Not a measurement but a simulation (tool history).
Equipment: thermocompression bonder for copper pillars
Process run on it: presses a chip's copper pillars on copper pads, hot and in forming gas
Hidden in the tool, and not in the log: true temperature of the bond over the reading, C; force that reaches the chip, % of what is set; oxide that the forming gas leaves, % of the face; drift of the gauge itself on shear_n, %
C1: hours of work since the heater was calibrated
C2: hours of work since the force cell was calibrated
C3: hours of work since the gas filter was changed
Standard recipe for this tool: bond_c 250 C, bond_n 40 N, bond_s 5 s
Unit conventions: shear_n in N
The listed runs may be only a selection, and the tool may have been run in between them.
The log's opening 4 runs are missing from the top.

{"run": 5, "hour": 129.1, "bond_c": 250, "bond_n": 40, "bond_s": 5, "C1": 501, "C2": 332, "C3": 401, "shear_n": 111.3}
{"run": 6, "hour": 149.2, "bond_c": 241, "bond_n": 40, "bond_s": 5, "C1": 515, "C2": 346, "C3": 415, "shear_n": 98.9}
{"hour": 157.3, "done": "forming gas filter changed"}
{"run": 7, "hour": 167.1, "bond_c": 250, "bond_n": 40, "bond_s": 5, "C1": 526, "C2": 357, "C3": 7, "shear_n": 107.1}
{"run": 8, "hour": 197.9, "bond_c": 250, "bond_n": 40, "bond_s": 5, "C1": 547, "C2": 378, "C3": 27, "shear_n": 109.4}
{"run": 9, "hour": 232.6, "bond_c": 250, "bond_n": 40, "bond_s": 5, "C1": 570, "C2": 401, "C3": 50, "shear_n": 110.0}
{"run": 10, "hour": 269.0, "bond_c": 250, "bond_n": 40, "bond_s": 5, "C1": 594, "C2": 425, "C3": 74, "shear_n": 108.4}
{"run": 11, "hour": 297.0, "bond_c": 250, "bond_n": 40, "bond_s": 5, "C1": 613, "C2": 444, "C3": 93, "shear_n": 108.8}
{"run": 12, "hour": 332.9, "bond_c": 250, "bond_n": 40, "bond_s": 5, "C1": 637, "C2": 468, "C3": 117, "shear_n": 108.6}
{"run": 13, "hour": 364.1, "bond_c": 250, "bond_n": 40, "bond_s": 6, "C1": 657, "C2": 488, "C3": 137, "shear_n": 112.8}
{"run": 14, "hour": 383.5, "bond_c": 250, "bond_n": 40, "bond_s": 10, "C1": 670, "C2": 501, "C3": 150, "shear_n": 126.5}
{"run": 15, "hour": 402.6, "bond_c": 250, "bond_n": 40, "bond_s": 5, "C1": 683, "C2": 514, "C3": 163, "shear_n": 106.7}
{"run": 16, "hour": 435.5, "bond_c": 250, "bond_n": 40, "bond_s": 5, "C1": 705, "C2": 536, "C3": 185, "shear_n": 110.1}
{"run": 17, "hour": 462.7, "bond_c": 250, "bond_n": 24, "bond_s": 5, "C1": 723, "C2": 554, "C3": 203, "shear_n": 70.9}
{"run": 18, "hour": 483.1, "bond_c": 272, "bond_n": 40, "bond_s": 5, "C1": 736, "C2": 567, "C3": 216, "shear_n": 126.5}
{"hour": 499.3, "done": "heater calibrated with a thermocouple chip"}
{"run": 19, "hour": 520.1, "bond_c": 272, "bond_n": 40, "bond_s": 5, "C1": 14, "C2": 591, "C3": 240, "shear_n": 128.2}

What will run 20 give?
{"run": 20, "hour": 540.1, "bond_c": 272, "bond_n": 40, "bond_s": 5, "C1": 27, "C2": 604, "C3": 253, "shear_n": "?"}

{"run 20": {"shear_n": 127.7}}
Were there no unlogged condition in the tool, this run, its random variation unchanged, would have produced shear_n 128.0 N.
